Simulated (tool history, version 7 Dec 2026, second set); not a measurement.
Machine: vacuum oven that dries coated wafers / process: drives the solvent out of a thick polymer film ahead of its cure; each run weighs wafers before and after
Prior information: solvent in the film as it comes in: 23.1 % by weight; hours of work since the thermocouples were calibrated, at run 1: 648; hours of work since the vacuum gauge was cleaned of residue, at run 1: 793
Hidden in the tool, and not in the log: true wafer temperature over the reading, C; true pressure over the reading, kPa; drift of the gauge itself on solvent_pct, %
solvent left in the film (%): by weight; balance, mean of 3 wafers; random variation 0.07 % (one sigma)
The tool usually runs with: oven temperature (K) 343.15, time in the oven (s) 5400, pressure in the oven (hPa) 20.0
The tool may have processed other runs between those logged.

run,hour,oven temperature (K),time in the oven (s),pressure in the oven (hPa),hours of work since the thermocouples were calibrated,hours of work since the vacuum gauge was cleaned of residue,solvent left in the film (%)
1,0.0,343.15,5400,20.0,648,793,8.00
2,48.4,343.15,5400,20.0,686,832,8.12
# hour 112.3: oven's thermocouples calibrated
3,137.7,343.15,5400,20.0,20,902,7.29
4,220.3,343.15,5400,20.0,86,968,7.33
5,315.6,353.15,5400,20.0,163,1044,3.25
6,415.7,353.15,5400,20.0,243,1124,3.49
7,496.9,353.15,5400,20.0,308,1189,3.44
8,582.6,343.15,5400,20.0,376,1258,7.84
9,652.1,343.15,5400,20.0,432,1313,7.84
10,723.6,343.15,5400,20.0,489,1371,7.94
# hour 798.8: vacuum gauge cleaned of residue and calibrated
11,803.7,343.15,5400,20.0,552,4,8.05
12,889.2,343.15,5400,20.0,620,72,8.18
13,979.2,343.15,5400,20.0,692,144,8.17
# hour 1037.4: oven's thermocouples calibrated
14,1057.7,343.15,5400,20.0,16,206,7.76
15,1155.7,343.15,5400,20.0,95,284,7.89
16,1198.8,331.15,5400,20.0,129,318,14.78
17,1278.5,343.15,5400,20.0,193,382,8.11
# hour 1352.6: vacuum gauge cleaned of residue and calibrated, once more
18,1371.7,343.15,5400,20.0,266,15,7.70
19,1451.6,343.15,5400,50.0,330,79,12.66
20,1503.5,343.15,5400,20.2,372,121,7.85
21,1565.2,343.15,5400,20.2,421,170,7.81
22,1609.9,333.15,5100,45.7,457,206,18.20
23,1666.2,345.15,3780,33.6,502,251,10.59
24,1754.2,345.15,3780,33.6,572,321,10.68
25,1842.0,343.15,4020,17.7,642,392,9.43
26,1905.1,357.15,5640,56.6,693,442,6.69
# hour 1960.8: oven's thermocouples calibrated
27,1998.9,343.15,7080,19.3,30,515,5.54
28,2081.0,346.15,5280,19.3,96,581,5.42
29,2165.4,346.15,5280,25.6,164,649,6.49
30,2240.2,353.15,2880,25.6,224,708,5.94
31,2295.9,330.15,3900,20.0,268,753,15.89
32,2373.7,340.15,7920,20.8,330,815,7.06
33,2434.6,340.15,7920,63.6,379,864,14.67
34,2534.1,345.15,7980,20.0,459,944,4.75
35,2611.1,348.15,4560,25.4,520,1005,6.34
36,2697.4,356.15,3660,31.6,589,1074,4.67
37,2768.5,356.15,3660,31.6,646,1131,4.73
38,2852.2,346.15,6780,25.1,713,1198,5.80
# hour 2890.2: oven's thermocouples calibrated
39,2924.1,346.15,3840,38.1,27,1254,9.77
40,2972.0,343.15,3720,15.5,65,1292,8.71
41,3036.4,343.15,2820,50.3,117,1344,14.55

What if the next run were any one of these 3? Each begins from the tool's condition after run 41:
A,3128.1,351.15,5400,20.0,190,1417,?
B,3128.1,331.15,6600,78.0,190,1417,?
C,3128.1,343.15,5400,22.1,190,1417,?

run,solvent left in the film (%)
A,3.96
B,22.82
C,7.71
Without the tool's hidden state the same runs would have given:
run,solvent left in the film (%)
A,3.70
B,22.82
C,7.40

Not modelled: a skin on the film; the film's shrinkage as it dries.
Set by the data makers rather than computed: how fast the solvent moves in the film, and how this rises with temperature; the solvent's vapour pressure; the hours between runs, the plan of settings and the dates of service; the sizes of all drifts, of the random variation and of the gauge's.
